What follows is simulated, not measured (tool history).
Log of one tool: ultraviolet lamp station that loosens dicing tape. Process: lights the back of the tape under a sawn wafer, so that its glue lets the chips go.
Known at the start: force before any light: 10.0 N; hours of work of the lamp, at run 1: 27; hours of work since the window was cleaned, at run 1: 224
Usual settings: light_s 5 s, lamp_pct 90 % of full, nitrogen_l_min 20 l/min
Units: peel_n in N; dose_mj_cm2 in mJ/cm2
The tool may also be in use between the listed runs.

| run | hour | light_s | lamp_pct | nitrogen_l_min | hours of work of the lamp | hours of work since the window was cleaned | peel_n | dose_mj_cm2 |
|---|---|---|---|---|---|---|---|---|
| 1 | 0 | 5 | 90 | 20 | 27 | 224 | 0.761 | 348 |
| 2 | 26.5 | 5 | 90 | 20 | 38 | 235 | 0.766 | 343 |
| 3 | 49 | 5 | 90 | 21 | 47 | 245 | 0.743 | 338 |
| 4 | 74.2 | 5 | 90 | 21 | 58 | 255 | 0.772 | 340 |
| 5 | 105 | 5 | 90 | 20 | 70 | 268 | 0.815 | 339 |
| 6 | 121.8 | 5 | 90 | 25 | 77 | 275 | 0.715 | 336 |
| 7 | 158 | 5 | 90 | 25 | 92 | 290 | 0.731 | 334 |
| 8 | 180.4 | 5 | 90 | 25 | 101 | 299 | 0.763 | 331 |
| 9 | 199.6 | 5 | 90 | 25 | 109 | 307 | 0.76 | 329 |
| 10 | 221.3 | 5 | 81 | 20 | 118 | 316 | 1.041 | 297 |
| 11 | 245.5 | 5 | 81 | 20 | 128 | 326 | 1.041 | 296 |
| 12 | 269.1 | 5 | 81 | 20 | 138 | 336 | 1.014 | 297 |
| 13 | 287.2 | 5 | 81 | 20 | 146 | 343 | 1.121 | 295 |
| 14 | 307.5 | 5 | 81 | 25 | 154 | 351 | 0.996 | 298 |
| 15 | 347.1 | 5 | 90 | 11 | 170 | 368 | 1.149 | 325 |
| 16 | 376.5 | 5 | 90 | 11 | 183 | 380 | 1.149 | 313 |
| 17 | 393.7 | 5 | 71 | 7 | 190 | 387 | 2.071 | 247 |
|  | 411.3 | window cleaned of glue's vapour |
| 18 | 431 | 5 | 99 | 20 | 205 | 8 | 0.525 | 406 |
| 19 | 468.1 | 9 | 82 | 9 | 220 | 23 | 0.316 | 599 |
| 20 | 503.3 | 3 | 90 | 20 | 235 | 38 | 1.868 | 216 |
| 21 | 524.4 | 3 | 90 | 20 | 244 | 47 | 1.907 | 217 |
| 22 | 543.7 | 3 | 90 | 20 | 252 | 55 | 1.79 | 213 |
| 23 | 569.7 | 5 | 85 | 20 | 262 | 66 | 0.793 | 337 |
| 24 | 586.6 | 5 | 84 | 7 | 269 | 73 | 1.311 | 328 |

The next listed run, before its measurement:
| 25 | 615.9 | 9 | 75 | 7 | 281 | 85 | ? | ? |

peel_n: 0.483 N
dose_mj_cm2: 525 mJ/cm2
Without the tool's hidden state the same run would have given peel_n 0.41 N, dose_mj_cm2 563 mJ/cm2.
